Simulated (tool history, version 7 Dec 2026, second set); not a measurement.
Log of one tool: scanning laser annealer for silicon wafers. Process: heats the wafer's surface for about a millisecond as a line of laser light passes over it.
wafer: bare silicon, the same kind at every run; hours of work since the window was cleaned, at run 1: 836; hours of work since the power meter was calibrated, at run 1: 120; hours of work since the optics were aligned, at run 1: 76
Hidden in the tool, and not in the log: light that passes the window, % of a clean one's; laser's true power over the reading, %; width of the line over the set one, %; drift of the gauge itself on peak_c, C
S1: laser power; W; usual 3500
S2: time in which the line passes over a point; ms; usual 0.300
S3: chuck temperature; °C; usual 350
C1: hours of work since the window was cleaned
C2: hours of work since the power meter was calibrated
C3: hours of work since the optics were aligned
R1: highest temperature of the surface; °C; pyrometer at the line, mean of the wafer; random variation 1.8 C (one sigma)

{"run": 1, "hour": 0.0, "S1": 3500, "S2": 0.3, "S3": 350, "C1": 836, "C2": 120, "C3": 76, "R1": 1044}
{"run": 2, "hour": 9.2, "S1": 3500, "S2": 0.3, "S3": 350, "C1": 840, "C2": 125, "C3": 81, "R1": 1043}
{"run": 3, "hour": 16.9, "S1": 3246, "S2": 0.3, "S3": 350, "C1": 844, "C2": 129, "C3": 85, "R1": 978}
{"run": 4, "hour": 22.3, "S1": 3246, "S2": 0.3, "S3": 350, "C1": 847, "C2": 132, "C3": 87, "R1": 974}
{"run": 5, "hour": 27.3, "S1": 3500, "S2": 0.298, "S3": 350, "C1": 850, "C2": 135, "C3": 90, "R1": 1042}
{"run": 6, "hour": 32.0, "S1": 3500, "S2": 0.298, "S3": 350, "C1": 852, "C2": 137, "C3": 93, "R1": 1041}
{"run": 7, "hour": 40.6, "S1": 3500, "S2": 0.298, "S3": 350, "C1": 857, "C2": 141, "C3": 97, "R1": 1038}
{"run": 8, "hour": 46.9, "S1": 3057, "S2": 0.3, "S3": 350, "C1": 860, "C2": 145, "C3": 100, "R1": 926}
{"run": 9, "hour": 54.1, "S1": 3500, "S2": 0.3, "S3": 350, "C1": 864, "C2": 149, "C3": 104, "R1": 1043}
{"run": 10, "hour": 64.2, "S1": 3500, "S2": 0.3, "S3": 366, "C1": 869, "C2": 154, "C3": 109, "R1": 1059}
{"run": 11, "hour": 70.6, "S1": 3752, "S2": 0.3, "S3": 350, "C1": 873, "C2": 157, "C3": 113, "R1": 1107}
{"run": 12, "hour": 75.8, "S1": 3752, "S2": 0.314, "S3": 350, "C1": 875, "C2": 160, "C3": 116, "R1": 1123}
{"run": 13, "hour": 87.2, "S1": 3752, "S2": 0.314, "S3": 350, "C1": 881, "C2": 166, "C3": 122, "R1": 1122}
{"run": 14, "hour": 92.5, "S1": 3752, "S2": 0.314, "S3": 350, "C1": 884, "C2": 169, "C3": 124, "R1": 1121}
{"run": 15, "hour": 104.1, "S1": 3752, "S2": 0.314, "S3": 350, "C1": 890, "C2": 175, "C3": 130, "R1": 1121}
{"run": 16, "hour": 111.9, "S1": 3752, "S2": 0.314, "S3": 350, "C1": 894, "C2": 179, "C3": 135, "R1": 1122}
{"run": 17, "hour": 118.5, "S1": 3500, "S2": 0.3, "S3": 318, "C1": 898, "C2": 182, "C3": 138, "R1": 1010}
{"run": 18, "hour": 125.6, "S1": 3500, "S2": 0.3, "S3": 365, "C1": 902, "C2": 186, "C3": 142, "R1": 1056}
{"run": 19, "hour": 132.6, "S1": 3500, "S2": 0.218, "S3": 350, "C1": 905, "C2": 190, "C3": 145, "R1": 946}
{"run": 20, "hour": 140.7, "S1": 3500, "S2": 0.3, "S3": 350, "C1": 909, "C2": 194, "C3": 150, "R1": 1038}
{"run": 21, "hour": 147.1, "S1": 3500, "S2": 0.3, "S3": 350, "C1": 913, "C2": 197, "C3": 153, "R1": 1037}
{"hour": 150.8, "done": "laser's power meter calibrated"}
{"run": 22, "hour": 158.4, "S1": 3500, "S2": 0.3, "S3": 350, "C1": 917, "C2": 4, "C3": 157, "R1": 1041}
{"run": 23, "hour": 163.3, "S1": 3500, "S2": 0.346, "S3": 332, "C1": 920, "C2": 7, "C3": 160, "R1": 1064}
{"run": 24, "hour": 170.6, "S1": 3500, "S2": 0.3, "S3": 318, "C1": 924, "C2": 10, "C3": 164, "R1": 1008}
{"run": 25, "hour": 182.2, "S1": 3052, "S2": 0.3, "S3": 350, "C1": 930, "C2": 16, "C3": 170, "R1": 922}
{"run": 26, "hour": 190.7, "S1": 3168, "S2": 0.361, "S3": 358, "C1": 934, "C2": 21, "C3": 174, "R1": 1014}
{"hour": 196.0, "done": "laser's power meter calibrated, once more"}
{"run": 27, "hour": 202.8, "S1": 3168, "S2": 0.361, "S3": 358, "C1": 939, "C2": 4, "C3": 179, "R1": 1004}
{"run": 28, "hour": 208.7, "S1": 3153, "S2": 0.285, "S3": 347, "C1": 942, "C2": 7, "C3": 182, "R1": 932}
{"run": 29, "hour": 217.7, "S1": 3500, "S2": 0.211, "S3": 350, "C1": 947, "C2": 11, "C3": 187, "R1": 938}
{"run": 30, "hour": 223.4, "S1": 3500, "S2": 0.211, "S3": 350, "C1": 950, "C2": 14, "C3": 190, "R1": 937}
{"run": 31, "hour": 234.4, "S1": 3170, "S2": 0.27, "S3": 311, "C1": 956, "C2": 20, "C3": 196, "R1": 883}
{"run": 32, "hour": 241.6, "S1": 2981, "S2": 0.249, "S3": 315, "C1": 959, "C2": 24, "C3": 199, "R1": 822}
{"run": 33, "hour": 252.7, "S1": 2981, "S2": 0.249, "S3": 370, "C1": 965, "C2": 30, "C3": 205, "R1": 879}
{"run": 34, "hour": 261.0, "S1": 2981, "S2": 0.249, "S3": 370, "C1": 970, "C2": 34, "C3": 210, "R1": 878}
{"run": 35, "hour": 266.0, "S1": 2981, "S2": 0.291, "S3": 370, "C1": 972, "C2": 37, "C3": 212, "R1": 914}
{"run": 36, "hour": 274.7, "S1": 3828, "S2": 0.237, "S3": 327, "C1": 977, "C2": 41, "C3": 217, "R1": 1019}
{"run": 37, "hour": 286.1, "S1": 3354, "S2": 0.237, "S3": 377, "C1": 983, "C2": 47, "C3": 223, "R1": 960}
{"run": 38, "hour": 295.0, "S1": 3739, "S2": 0.3, "S3": 350, "C1": 987, "C2": 52, "C3": 228, "R1": 1093}
{"hour": 305.4, "done": "window over the wafer cleaned"}
{"run": 39, "hour": 307.4, "S1": 3713, "S2": 0.307, "S3": 339, "C1": 1, "C2": 57, "C3": 233, "R1": 1116}
{"run": 40, "hour": 314.0, "S1": 3713, "S2": 0.307, "S3": 339, "C1": 5, "C2": 61, "C3": 236, "R1": 1116}
{"run": 41, "hour": 325.3, "S1": 3713, "S2": 0.292, "S3": 324, "C1": 10, "C2": 67, "C3": 242, "R1": 1086}

Measured less the same run without the tool's hidden state. The same run-to-run variation is in both; the gauge's scatter may not be:
run=1 R1=-25
run=2 R1=-26
run=3 R1=-23
run=4 R1=-23
run=5 R1=-27
run=6 R1=-26
run=7 R1=-26
run=8 R1=-22
run=9 R1=-27
run=10 R1=-27
run=11 R1=-30
run=12 R1=-31
run=13 R1=-31
run=14 R1=-31
run=15 R1=-32
run=16 R1=-31
run=17 R1=-29
run=18 R1=-28
run=19 R1=-25
run=20 R1=-29
run=21 R1=-29
run=22 R1=-28
run=23 R1=-30
run=24 R1=-29
run=25 R1=-24
run=26 R1=-28
run=27 R1=-32
run=28 R1=-28
run=29 R1=-29
run=30 R1=-29
run=31 R1=-29
run=32 R1=-25
run=33 R1=-26
run=34 R1=-26
run=35 R1=-28
run=36 R1=-36
run=37 R1=-31
run=38 R1=-39
run=39 R1=-9
run=40 R1=-8
run=41 R1=-8
